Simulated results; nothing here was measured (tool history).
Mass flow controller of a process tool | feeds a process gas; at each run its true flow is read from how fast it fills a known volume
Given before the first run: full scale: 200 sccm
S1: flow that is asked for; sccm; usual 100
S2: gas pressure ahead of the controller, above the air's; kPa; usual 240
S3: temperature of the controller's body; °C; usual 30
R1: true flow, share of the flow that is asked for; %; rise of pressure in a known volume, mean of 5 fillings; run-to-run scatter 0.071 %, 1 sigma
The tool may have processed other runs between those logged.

| run | hour | S1 | S2 | S3 | R1 |
|---|---|---|---|---|---|
| 1 | 0 | 100 | 240 | 30 | 99.78 |
| 2 | 83 | 100 | 240 | 30 | 99.72 |
| 3 | 165.1 | 100 | 240 | 30 | 99.85 |
| 4 | 263 | 100 | 240 | 30 | 99.85 |
| 5 | 333.9 | 100 | 240 | 30 | 99.81 |
| 6 | 427.7 | 100 | 240 | 30 | 99.79 |
| 7 | 507.5 | 100 | 240 | 30 | 99.79 |
| 8 | 601.6 | 100 | 240 | 30 | 99.85 |
| 9 | 652.5 | 100 | 240 | 30 | 99.71 |
| 10 | 745.9 | 100 | 240 | 30 | 99.81 |
| 11 | 823.2 | 100 | 240 | 30 | 99.87 |
| 12 | 930.7 | 100 | 240 | 30 | 99.68 |
| 13 | 1009.3 | 100 | 269 | 30 | 99.88 |
| 14 | 1060.2 | 100 | 269 | 30 | 99.92 |
| 15 | 1141.6 | 119 | 269 | 30 | 99.92 |
| 16 | 1244.5 | 119 | 269 | 30 | 100.03 |
| 17 | 1344.4 | 119 | 269 | 30 | 99.96 |
| 18 | 1450.8 | 119 | 269 | 30 | 100.11 |
| 19 | 1515 | 119 | 269 | 30 | 99.98 |
| 20 | 1589 | 119 | 249 | 30 | 99.96 |
| 21 | 1637.5 | 119 | 249 | 30 | 99.97 |
| 22 | 1689.8 | 100 | 240 | 30 | 99.69 |
| 23 | 1771.7 | 79 | 260 | 30 | 99.72 |
| 24 | 1851.1 | 161 | 240 | 29 | 100.16 |
| 25 | 1912.4 | 45 | 186 | 38 | 99.75 |
| 26 | 2004 | 23 | 162 | 38 | 99.58 |
| 27 | 2092.5 | 140 | 240 | 30 | 99.92 |
| 28 | 2144.3 | 35 | 240 | 30 | 99.5 |
| 29 | 2195.7 | 55 | 237 | 31 | 99.57 |
| 30 | 2265.3 | 42 | 229 | 31 | 99.54 |
| 31 | 2361.6 | 179 | 158 | 37 | 100.41 |
| 32 | 2450.3 | 100 | 251 | 23 | 99.47 |

Run 33 comes next. What will it give?
| 33 | 2494.2 | 100 | 251 | 23 | ? |

{"run 33": {"R1": 99.43}}
Take away the tool's hidden state, keep the run-to-run variation as it was, and the same run would have given R1 99.43 %.
